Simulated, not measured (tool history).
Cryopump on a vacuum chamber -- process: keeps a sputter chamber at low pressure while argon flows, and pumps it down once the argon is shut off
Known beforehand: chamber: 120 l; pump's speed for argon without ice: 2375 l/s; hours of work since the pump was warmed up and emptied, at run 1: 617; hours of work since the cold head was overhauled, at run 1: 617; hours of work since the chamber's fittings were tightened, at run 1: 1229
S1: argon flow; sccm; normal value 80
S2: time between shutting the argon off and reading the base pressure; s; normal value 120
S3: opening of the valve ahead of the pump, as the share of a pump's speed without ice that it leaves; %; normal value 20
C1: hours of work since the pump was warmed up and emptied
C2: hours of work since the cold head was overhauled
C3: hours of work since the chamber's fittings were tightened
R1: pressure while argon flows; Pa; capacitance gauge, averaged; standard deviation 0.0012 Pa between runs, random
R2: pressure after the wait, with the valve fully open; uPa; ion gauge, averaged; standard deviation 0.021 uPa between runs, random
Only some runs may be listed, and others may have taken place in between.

run,hour,S1,S2,S3,C1,C2,C3,R1,R2
1,0,80,120,20,617,617,1229,0.3119,0.83
2,30.7,80,120,20,645,645,1257,0.3132,0.81
3,80,80,120,20,689,689,1301,0.3152,0.9
# hour 98.9: pump warmed up, emptied and cooled again
4,129.3,80,120,20,27,729,1340,0.2847,0.63
5,170.2,58,120,20,64,765,1377,0.208,0.67
6,203.5,58,120,20,94,795,1407,0.2088,0.69
7,224.3,58,120,20,112,814,1425,0.2093,0.71
8,254.4,58,120,20,139,841,1452,0.2101,0.74
9,296,58,120,20,176,878,1490,0.2087,0.74
10,330,58,120,20,207,908,1520,0.2105,0.74
11,373.6,80,120,36,246,947,1559,0.1668,0.77
12,407.8,107,120,20,277,978,1590,0.3896,0.84
13,455,107,120,20,319,1020,1632,0.3944,0.83
14,490.8,107,120,20,351,1052,1664,0.3957,0.82
15,524.8,34,120,20,381,1083,1695,0.1266,0.85
16,546.6,34,120,20,401,1102,1714,0.1283,0.88
17,578.8,34,120,20,430,1131,1743,0.1281,0.88
18,615.7,54,55,32,463,1164,1776,0.1303,1.2
19,662.4,54,55,32,505,1206,1818,0.1319,1.23
20,700.1,54,36,32,538,1240,1852,0.1324,1.53
21,723.3,114,21,32,559,1261,1872,0.2822,2.08
22,758.8,114,21,32,591,1292,1904,0.2861,2.08
23,780.7,132,123,21,611,1312,1924,0.487,0.97
24,811.2,89,120,20,638,1339,1951,0.3431,1.02
25,857.1,80,120,53,679,1380,1992,0.1337,1.04
# hour 885.6: pump warmed up, emptied and cooled again
26,911.8,65,70,43,23,1425,2037,0.1091,1.03
27,954.3,149,43,43,62,1463,2075,0.2528,1.27
28,995.4,75,268,20,98,1500,2112,0.2713,0.68
29,1027.7,75,268,20,127,1529,2141,0.2701,0.74
30,1073.3,75,268,20,168,1570,2181,0.2729,0.7
31,1107.1,47,38,28,198,1600,2212,0.1227,1.41
32,1129.7,42,84,45,219,1620,2232,0.0701,0.99
33,1170.5,42,84,45,255,1657,2268,0.0716,0.99
34,1198.6,42,84,45,280,1682,2294,0.0724,1.08

Below are 3 alternative next runs, each starting from the tool's condition after run 34. Predict each:
A,1234.8,80,286,20,313,1714,2326,?,?
B,1234.8,42,229,16,313,1714,2326,?,?
C,1234.8,80,200,20,313,1714,2326,?,?

run,R1,R2
A,0.2939,0.81
B,0.1927,0.87
C,0.2936,0.91
Without the tool's hidden state the same runs would have given:
run,R1,R2
A,0.2829,0.21
B,0.1869,0.26
C,0.2827,0.3

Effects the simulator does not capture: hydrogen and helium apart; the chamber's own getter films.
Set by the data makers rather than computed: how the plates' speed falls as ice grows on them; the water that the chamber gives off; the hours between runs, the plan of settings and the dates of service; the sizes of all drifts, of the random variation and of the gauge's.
